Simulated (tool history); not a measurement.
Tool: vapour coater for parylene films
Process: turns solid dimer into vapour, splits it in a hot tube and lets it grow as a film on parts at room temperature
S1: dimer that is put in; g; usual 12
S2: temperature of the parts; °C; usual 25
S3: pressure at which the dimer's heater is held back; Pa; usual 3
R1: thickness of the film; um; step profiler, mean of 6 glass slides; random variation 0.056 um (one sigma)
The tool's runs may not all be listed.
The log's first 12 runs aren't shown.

run    hour  S1  S2    S3     R1
 13   386.5  12  23     3   7.22
 14   425.7  12  23     3   7.18
        446  -- trap's valve overhauled
 15   451.9  12  18     3   8.85
 16   493.1  12  18  2.06   9.02
 17   528.8  12  25     3   6.61
 18   552.8  12  25     3   6.54
 19   586.6  12  25     3   6.61
 20   617.2   9  25     3    4.9
 21   641.7   9  25     3   4.86
 22   673.5  22  25     3  11.92
 23   694.7  12  25  6.99   5.33
      743.7  -- trap's valve overhauled
 24   743.7  12  28     3   5.81
 25   781.9  12  28     3   5.79
 26   817.7  13  24  6.05   6.31
 27     859  13  24  6.05   6.26
 28   901.2   7  31  2.81   2.97
 29   923.9   8  25     3   4.38
 30   946.1   8  19     3   5.74
 31   986.5   8  19  4.49   5.28
 32  1020.4  19  30  4.93   7.28
     1041.9  -- trap's valve overhauled
 33  1071.4  21  20     3   14.5
 34  1106.6  20  25  6.13   9.36
 35    1141  12  20     3   8.35
 36  1188.6  12  20     3   8.15

Forecast run 37:
 37  1210.2  12  20   3   ?

{"run 37": {"R1": 8.08}}
Without the tool's hidden state the same run would have given R1 8.1 um.

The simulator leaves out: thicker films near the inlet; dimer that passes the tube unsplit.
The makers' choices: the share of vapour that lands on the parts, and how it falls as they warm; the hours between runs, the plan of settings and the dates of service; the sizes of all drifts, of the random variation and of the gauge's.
